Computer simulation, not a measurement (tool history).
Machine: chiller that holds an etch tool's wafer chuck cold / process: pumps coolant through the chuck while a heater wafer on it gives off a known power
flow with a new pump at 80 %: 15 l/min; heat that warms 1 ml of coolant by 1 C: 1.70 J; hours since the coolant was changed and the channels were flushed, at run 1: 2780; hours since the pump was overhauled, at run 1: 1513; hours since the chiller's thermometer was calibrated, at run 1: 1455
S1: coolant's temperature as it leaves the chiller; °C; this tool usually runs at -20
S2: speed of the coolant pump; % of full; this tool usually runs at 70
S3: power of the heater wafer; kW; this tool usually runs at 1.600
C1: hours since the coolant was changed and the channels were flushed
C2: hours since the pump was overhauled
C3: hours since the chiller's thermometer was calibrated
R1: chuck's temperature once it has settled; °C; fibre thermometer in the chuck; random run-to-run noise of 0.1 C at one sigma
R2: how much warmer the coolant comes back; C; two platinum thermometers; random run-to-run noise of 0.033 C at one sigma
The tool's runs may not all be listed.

| run | hour | S1 | S2 | S3 | C1 | C2 | C3 | R1 | R2 |
|---|---|---|---|---|---|---|---|---|---|
| 1 | 0.0 | -20 | 70 | 1.600 | 2780 | 1513 | 1455 | -5.2 | 4.53 |
| 2 | 38.9 | -20 | 70 | 1.600 | 2819 | 1552 | 1494 | -5.2 | 4.48 |
| 3 | 63.0 | -20 | 70 | 1.600 | 2843 | 1576 | 1518 | -5.2 | 4.42 |
| 4 | 92.2 | -20 | 67 | 1.600 | 2872 | 1606 | 1547 | -4.8 | 4.72 |
| 5 | 119.5 | -20 | 66 | 1.600 | 2899 | 1633 | 1574 | -4.7 | 4.75 |
| 6 | 141.8 | -20 | 66 | 1.600 | 2922 | 1655 | 1597 | -4.9 | 4.76 |
| 7 | 168.3 | -20 | 66 | 1.600 | 2948 | 1682 | 1623 | -4.6 | 4.76 |
| 8 | 195.2 | -20 | 66 | 1.600 | 2975 | 1709 | 1650 | -4.7 | 4.81 |
| 9 | 215.0 | -20 | 66 | 1.600 | 2995 | 1728 | 1670 | -4.8 | 4.76 |
| 10 | 245.0 | -20 | 70 | 1.600 | 3025 | 1759 | 1700 | -5.3 | 4.44 |
| 11 | 272.7 | -20 | 70 | 1.600 | 3053 | 1786 | 1727 | -5.3 | 4.53 |
| 12 | 291.1 | -20 | 70 | 1.600 | 3071 | 1805 | 1746 | -5.3 | 4.46 |
| 13 | 329.9 | -20 | 70 | 1.600 | 3110 | 1843 | 1785 | -5.2 | 4.43 |
| 14 | 351.3 | -20 | 70 | 1.600 | 3131 | 1865 | 1806 | -5.1 | 4.49 |
| 15 | 369.9 | -25 | 70 | 1.600 | 3150 | 1883 | 1825 | -10.1 | 4.42 |
| 16 | 406.3 | -25 | 91 | 1.600 | 3186 | 1920 | 1861 | -12.5 | 3.30 |
| 17 | 425.9 | -28 | 88 | 0.920 | 3206 | 1939 | 1881 | -20.6 | 1.95 |
| 18 | 461.1 | -27 | 70 | 2.363 | 3241 | 1975 | 1916 | -5.1 | 6.66 |
| 19 | 486.6 | -13 | 74 | 1.360 | 3267 | 2000 | 1941 | -0.7 | 3.56 |
| 20 | 514.6 | -21 | 92 | 0.894 | 3295 | 2028 | 1969 | -14.0 | 1.83 |
| 21 | 535.0 | -22 | 92 | 1.031 | 3315 | 2048 | 1990 | -14.0 | 2.10 |
| 22 | 563.9 | -11 | 70 | 1.641 | 3344 | 2077 | 2019 | 4.3 | 4.65 |
| 23 | 585.5 | -11 | 70 | 1.641 | 3365 | 2099 | 2040 | 4.3 | 4.58 |
| 24 | 603.2 | -11 | 78 | 1.888 | 3383 | 2117 | 2058 | 5.5 | 4.69 |
| 25 | 641.0 | -11 | 91 | 1.600 | 3421 | 2154 | 2096 | 1.7 | 3.35 |
| 26 | 664.0 | -20 | 72 | 1.285 | 3444 | 2177 | 2119 | -8.1 | 3.48 |
| 27 | 697.7 | -20 | 72 | 1.285 | 3478 | 2211 | 2153 | -8.2 | 3.42 |
| 28 | 733.9 | -15 | 80 | 1.732 | 3514 | 2247 | 2189 | -0.2 | 4.16 |
| 29 | 756.1 | -16 | 82 | 1.600 | 3536 | 2270 | 2211 | -2.6 | 3.77 |
| 30 | 779.1 | -13 | 96 | 1.614 | 3559 | 2293 | 2234 | -0.6 | 3.14 |
| 31 | 812.7 | -20 | 80 | 2.199 | 3593 | 2326 | 2267 | -1.5 | 5.27 |

Predict each of these 4 candidate next runs independently; none follows another, all start after run 31:
| A | 847.0 | -12 | 88 | 1.050 | 3627 | 2360 | 2302 | ? | ? |
| B | 847.0 | -24 | 80 | 2.199 | 3627 | 2360 | 2302 | ? | ? |
| C | 847.0 | -21 | 80 | 2.199 | 3627 | 2360 | 2302 | ? | ? |
| D | 847.0 | -26 | 96 | 1.270 | 3627 | 2360 | 2302 | ? | ? |

| run | R1 | R2 |
|---|---|---|
| A | -3.5 | 2.34 |
| B | -5.1 | 5.36 |
| C | -2.0 | 5.30 |
| D | -16.2 | 2.49 |
Stripped of hidden state, with their random variation kept, the same runs would have yielded:
| run | R1 | R2 |
|---|---|---|
| A | -4.5 | 2.29 |
| B | -7.0 | 5.22 |
| C | -3.9 | 5.17 |
| D | -17.2 | 2.42 |
